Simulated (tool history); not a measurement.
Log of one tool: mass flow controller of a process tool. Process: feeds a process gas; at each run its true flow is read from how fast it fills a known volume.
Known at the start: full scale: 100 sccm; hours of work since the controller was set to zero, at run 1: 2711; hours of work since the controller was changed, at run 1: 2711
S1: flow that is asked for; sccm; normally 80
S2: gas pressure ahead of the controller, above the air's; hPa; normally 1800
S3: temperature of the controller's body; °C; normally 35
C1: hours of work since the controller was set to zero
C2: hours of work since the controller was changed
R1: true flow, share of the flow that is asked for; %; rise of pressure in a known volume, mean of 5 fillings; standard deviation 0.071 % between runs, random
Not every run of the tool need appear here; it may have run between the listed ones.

run,hour,S1,S2,S3,C1,C2,R1
1,0,80,1800,35,2711,2711,100.85
2,100.6,54,1800,35,2760,2760,99.96
3,219,80,1800,35,2818,2818,100.96
4,340.9,80,1800,35,2877,2877,100.9
5,481,80,1800,35,2946,2946,100.99
6,644.8,80,1510,35,3026,3026,100.86
7,714.6,80,1510,35,3060,3060,100.92
8,845.5,80,2000,35,3123,3123,101.14
9,951.9,80,2000,35,3175,3175,100.96
10,1032.1,80,2000,35,3215,3215,100.95
11,1150.9,14,1800,35,3273,3273,95.15
12,1292.2,14,1800,35,3341,3341,95.16
13,1442.5,14,1800,35,3415,3415,95.03
14,1556.1,14,1650,35,3470,3470,94.92
15,1663.9,80,1800,35,3523,3523,100.85
16,1818,80,1800,35,3598,3598,100.96
17,1944.2,80,1800,35,3660,3660,101.16
18,2048.2,80,1800,35,3710,3710,101.03
19,2124.3,80,1800,35,3747,3747,100.97
20,2254.5,80,1800,35,3811,3811,100.98
21,2412,80,1800,35,3888,3888,101.08
22,2506.5,80,1800,37,3934,3934,101.35
23,2653.4,80,1800,35,4006,4006,101.13
24,2814.2,80,1800,35,4084,4084,101.3
25,2958.4,80,1960,35,4154,4154,101.13
26,3051.5,80,1960,35,4200,4200,101.29
27,3157.7,80,1960,35,4252,4252,101.04
28,3291.1,87,2140,24,4317,4317,100.77
29,3399.2,21,1710,20,4369,4369,95.27
30,3472.4,68,2500,32,4405,4405,100.55
31,3539.5,30,2560,35,4438,4438,98.14
32,3686.7,30,2560,35,4510,4510,97.92
33,3800.1,80,1800,36,4565,4565,101.28
34,3873.4,80,1800,36,4601,4601,101.22
35,3944.4,80,1510,39,4635,4635,101.47
36,4068,80,1510,39,4696,4696,101.38

Run 37 is up next; what results do you expect?
37,4154.3,80,1510,39,4738,4738,?

{"run 37": {"R1": 101.43}}
With no hidden state in the tool, this same run would have given R1 100.44 %.

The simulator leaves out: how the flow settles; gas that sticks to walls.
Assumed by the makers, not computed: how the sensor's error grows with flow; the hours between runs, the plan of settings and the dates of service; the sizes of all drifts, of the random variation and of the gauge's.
